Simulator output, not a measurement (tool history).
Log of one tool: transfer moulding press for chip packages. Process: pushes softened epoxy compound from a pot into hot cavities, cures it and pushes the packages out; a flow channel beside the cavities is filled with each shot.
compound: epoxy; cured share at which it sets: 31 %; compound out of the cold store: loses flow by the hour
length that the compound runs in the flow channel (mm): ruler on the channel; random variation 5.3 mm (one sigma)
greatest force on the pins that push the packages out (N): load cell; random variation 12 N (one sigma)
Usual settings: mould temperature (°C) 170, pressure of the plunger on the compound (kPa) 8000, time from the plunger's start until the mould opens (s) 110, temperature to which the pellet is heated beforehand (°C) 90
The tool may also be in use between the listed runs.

run   hour  mould temperature (°C)  pressure of the plunger on the compound (kPa)  time from the plunger's start until the mould opens (s)  temperature to which the pellet is heated beforehand (°C)  incoming compound's hours out of the cold store  length that the compound runs in the flow channel (mm)  greatest force on the pins that push the packages out (N)
  1      0                     170                                           8000                                                      110                                                         90                                             28.3                                                     513                                                        647
  2   19.3                     170                                           8000                                                      110                                                         90                                             25.1                                                     525                                                        728
  3   40.6                     169                                           8000                                                      110                                                         90                                             42.1                                                     492                                                        806
      55.7  -- cavities cleaned with cleaning compound and waxed
  4   62.4                     170                                           8000                                                      110                                                         90                                             22.8                                                     509                                                        590
  5   79.3                     170                                           8000                                                      110                                                         90                                             38.2                                                     488                                                        632
  6    105                     170                                           8000                                                      110                                                         90                                               15                                                     522                                                        776
  7  127.4                     170                                           9040                                                      110                                                         90                                             11.8                                                     559                                                        785
     132.7  -- cavities cleaned with cleaning compound and waxed
  8  148.5                     170                                           9040                                                      110                                                         90                                               18                                                     546                                                        635
  9  174.7                     170                                           9040                                                      110                                                         90                                              8.3                                                     557                                                        700
 10  200.3                     170                                           8000                                                      101                                                         90                                             18.7                                                     496                                                        924
     208.7  -- cavities cleaned with cleaning compound and waxed
 11  221.2                     170                                           8000                                                      101                                                         90                                             46.1                                                     474                                                        673
     234.3  -- plunger's sealing rings changed
 12  250.8                     170                                           8000                                                      101                                                         90                                               24                                                     540                                                        798
 13  267.1                     170                                           8000                                                      110                                                         90                                             36.1                                                     524                                                        747
 14  283.8                     178                                           8000                                                      110                                                         90                                             19.8                                                     524                                                        629
     287.2  -- cavities cleaned with cleaning compound and waxed
 15  306.3                     178                                           8000                                                      110                                                         90                                               35                                                     507                                                        492
 16  329.5                     169                                           8700                                                      112                                                         90                                              8.6                                                     579                                                        726
 17  350.1                     175                                           8700                                                      112                                                         98                                             11.6                                                     551                                                        617
     362.4  -- cavities cleaned with cleaning compound and waxed
 18  373.2                     163                                           8700                                                      134                                                         98                                             25.7                                                     558                                                        609
 19  391.4                     163                                           8700                                                      134                                                         98                                             16.9                                                     576                                                        716
 20  404.7                     163                                           8700                                                      140                                                         93                                              8.6                                                     582                                                        743
 21  432.1                     165                                           8000                                                      113                                                         83                                             38.9                                                     505                                                       1007
     439.2  -- cavities cleaned with cleaning compound and waxed
 22  454.6                     165                                           8000                                                      113                                                         83                                               29                                                     524                                                        795
     466.9  -- mould's thermocouples calibrated
 23  482.8                     172                                           8480                                                      106                                                         93                                             44.4                                                     489                                                        719
 24  500.9                     172                                           8480                                                      106                                                         93                                             40.6                                                     509                                                        726
       517  -- cavities cleaned with cleaning compound and waxed
 25  525.3                     172                                           8480                                                      106                                                         93                                             32.4                                                     508                                                        583
 26  547.2                     168                                           6410                                                       93                                                         85                                              9.4                                                     476                                                       1339
 27  570.9                     167                                           6410                                                       93                                                         91                                               33                                                     449                                                       1427

The same runs without the tool's hidden state, with the same run-to-run variation:
The hidden state here: true mould temperature over the reading, C; pressure that reaches the compound, % of what is set; grip of the stained cavities, % over clean ones'; drift of the gauge itself on flow_mm, %; drift of the gauge itself on push_out_n, %.
run  length that the compound runs in the flow channel (mm)  greatest force on the pins that push the packages out (N)
  1                                                     536                                                        554
  2                                                     550                                                        563
  3                                                     519                                                        583
  4                                                     539                                                        571
  5                                                     520                                                        540
  6                                                     559                                                        587
  7                                                     603                                                        558
  8                                                     591                                                        572
  9                                                     607                                                        545
 10                                                     545                                                        670
 11                                                     524                                                        636
 12                                                     544                                                        638
 13                                                     530                                                        554
 14                                                     531                                                        425
 15                                                     517                                                        419
 16                                                     593                                                        579
 17                                                     567                                                        434
 18                                                     579                                                        587
 19                                                     600                                                        612
 20                                                     607                                                        599
 21                                                     531                                                        758
 22                                                     554                                                        761
 23                                                     517                                                        529
 24                                                     540                                                        501
 25                                                     543                                                        514
 26                                                     510                                                       1040
 27                                                     484                                                       1008
